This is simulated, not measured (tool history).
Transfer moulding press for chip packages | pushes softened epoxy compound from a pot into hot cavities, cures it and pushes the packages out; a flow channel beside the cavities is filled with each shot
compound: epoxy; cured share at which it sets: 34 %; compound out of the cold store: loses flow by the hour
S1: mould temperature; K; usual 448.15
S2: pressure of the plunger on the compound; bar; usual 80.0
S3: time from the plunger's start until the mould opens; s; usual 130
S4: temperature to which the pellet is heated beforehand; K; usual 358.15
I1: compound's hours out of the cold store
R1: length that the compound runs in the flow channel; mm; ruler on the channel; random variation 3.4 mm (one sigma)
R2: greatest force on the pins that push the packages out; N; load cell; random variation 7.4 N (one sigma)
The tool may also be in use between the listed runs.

{"run": 1, "hour": 0.0, "S1": 448.15, "S2": 80.0, "S3": 130, "S4": 358.15, "I1": 23.2, "R1": 900, "R2": 349}
{"run": 2, "hour": 42.1, "S1": 448.15, "S2": 80.0, "S3": 130, "S4": 358.15, "I1": 14.5, "R1": 943, "R2": 407}
{"run": 3, "hour": 86.0, "S1": 448.15, "S2": 80.0, "S3": 130, "S4": 358.15, "I1": 44.9, "R1": 804, "R2": 414}
{"run": 4, "hour": 115.9, "S1": 448.15, "S2": 80.0, "S3": 130, "S4": 351.15, "I1": 25.2, "R1": 891, "R2": 445}
{"hour": 143.3, "done": "cavities cleaned with cleaning compound and waxed"}
{"run": 5, "hour": 168.7, "S1": 448.15, "S2": 80.0, "S3": 121, "S4": 358.15, "I1": 45.2, "R1": 800, "R2": 380}
{"run": 6, "hour": 226.5, "S1": 448.15, "S2": 80.0, "S3": 121, "S4": 358.15, "I1": 16.4, "R1": 929, "R2": 478}
{"run": 7, "hour": 273.7, "S1": 448.15, "S2": 80.0, "S3": 161, "S4": 358.15, "I1": 23.0, "R1": 891, "R2": 375}
{"hour": 301.2, "done": "cavities cleaned with cleaning compound and waxed"}
{"run": 8, "hour": 301.2, "S1": 448.15, "S2": 80.0, "S3": 161, "S4": 358.15, "I1": 16.5, "R1": 919, "R2": 286}
{"run": 9, "hour": 335.4, "S1": 448.15, "S2": 80.0, "S3": 161, "S4": 358.15, "I1": 22.0, "R1": 889, "R2": 320}
{"hour": 365.0, "done": "plunger's sealing rings changed"}
{"run": 10, "hour": 366.5, "S1": 448.15, "S2": 80.0, "S3": 161, "S4": 358.15, "I1": 30.8, "R1": 889, "R2": 351}
{"run": 11, "hour": 426.2, "S1": 448.15, "S2": 80.0, "S3": 161, "S4": 358.15, "I1": 25.8, "R1": 902, "R2": 378}
{"hour": 461.1, "done": "cavities cleaned with cleaning compound and waxed"}
{"run": 12, "hour": 473.5, "S1": 448.15, "S2": 80.0, "S3": 161, "S4": 358.15, "I1": 20.3, "R1": 936, "R2": 303}
{"run": 13, "hour": 509.7, "S1": 448.15, "S2": 80.0, "S3": 161, "S4": 358.15, "I1": 31.4, "R1": 874, "R2": 326}
{"run": 14, "hour": 571.8, "S1": 445.15, "S2": 80.0, "S3": 130, "S4": 358.15, "I1": 26.3, "R1": 910, "R2": 507}
{"run": 15, "hour": 597.1, "S1": 448.15, "S2": 80.0, "S3": 130, "S4": 360.15, "I1": 32.0, "R1": 870, "R2": 439}
{"hour": 621.3, "done": "cavities cleaned with cleaning compound and waxed"}
{"run": 16, "hour": 627.9, "S1": 451.15, "S2": 80.9, "S3": 123, "S4": 355.15, "I1": 19.4, "R1": 916, "R2": 334}
{"run": 17, "hour": 654.0, "S1": 448.15, "S2": 80.0, "S3": 130, "S4": 356.15, "I1": 35.0, "R1": 854, "R2": 374}
{"run": 18, "hour": 685.8, "S1": 453.15, "S2": 61.1, "S3": 162, "S4": 353.15, "I1": 40.5, "R1": 703, "R2": 350}
{"run": 19, "hour": 738.4, "S1": 447.15, "S2": 75.5, "S3": 123, "S4": 366.15, "I1": 30.6, "R1": 845, "R2": 497}
{"run": 20, "hour": 765.4, "S1": 447.15, "S2": 75.5, "S3": 150, "S4": 366.15, "I1": 30.5, "R1": 842, "R2": 407}
{"hour": 781.4, "done": "cavities cleaned with cleaning compound and waxed"}
{"run": 21, "hour": 798.4, "S1": 442.15, "S2": 75.4, "S3": 130, "S4": 362.15, "I1": 15.4, "R1": 948, "R2": 537}
{"run": 22, "hour": 828.8, "S1": 442.15, "S2": 75.4, "S3": 130, "S4": 362.15, "I1": 33.1, "R1": 853, "R2": 538}
{"run": 23, "hour": 881.8, "S1": 442.15, "S2": 75.4, "S3": 130, "S4": 362.15, "I1": 23.6, "R1": 897, "R2": 620}
{"run": 24, "hour": 924.9, "S1": 442.15, "S2": 75.4, "S3": 130, "S4": 362.15, "I1": 37.1, "R1": 821, "R2": 606}
{"hour": 939.5, "done": "cavities cleaned with cleaning compound and waxed"}
{"run": 25, "hour": 983.0, "S1": 442.15, "S2": 75.4, "S3": 130, "S4": 362.15, "I1": 44.0, "R1": 799, "R2": 511}
{"run": 26, "hour": 1040.6, "S1": 442.15, "S2": 75.4, "S3": 130, "S4": 362.15, "I1": 20.1, "R1": 900, "R2": 661}
{"hour": 1057.1, "done": "plunger's sealing rings changed"}
{"run": 27, "hour": 1093.5, "S1": 448.15, "S2": 99.6, "S3": 141, "S4": 359.15, "I1": 38.5, "R1": 957, "R2": 433}
{"hour": 1101.1, "done": "cavities cleaned with cleaning compound and waxed"}
{"run": 28, "hour": 1127.6, "S1": 448.15, "S2": 99.6, "S3": 141, "S4": 359.15, "I1": 14.7, "R1": 1080, "R2": 355}
{"run": 29, "hour": 1166.4, "S1": 448.15, "S2": 99.6, "S3": 140, "S4": 350.15, "I1": 24.8, "R1": 1025, "R2": 411}

The same runs without the tool's hidden state, with the same run-to-run variation:
The hidden state here: true mould temperature over the reading, C; pressure that reaches the compound, % of what is set; grip of the stained cavities, % over clean ones'; drift of the gauge itself on flow_mm, %; drift of the gauge itself on push_out_n, %.
run=1 R1=919 R2=315
run=2 R1=966 R2=329
run=3 R1=826 R2=313
run=4 R1=918 R2=321
run=5 R1=827 R2=326
run=6 R1=965 R2=358
run=7 R1=929 R2=275
run=8 R1=961 R2=281
run=9 R1=931 R2=280
run=10 R1=887 R2=288
run=11 R1=904 R2=279
run=12 R1=940 R2=281
run=13 R1=881 R2=273
run=14 R1=921 R2=364
run=15 R1=883 R2=314
run=16 R1=932 R2=309
run=17 R1=871 R2=317
run=18 R1=719 R2=290
run=19 R1=866 R2=354
run=20 R1=865 R2=293
run=21 R1=975 R2=457
run=22 R1=880 R2=423
run=23 R1=929 R2=435
run=24 R1=853 R2=405
run=25 R1=833 R2=396
run=26 R1=944 R2=454
run=27 R1=953 R2=307
run=28 R1=1077 R2=298
run=29 R1=1025 R2=316
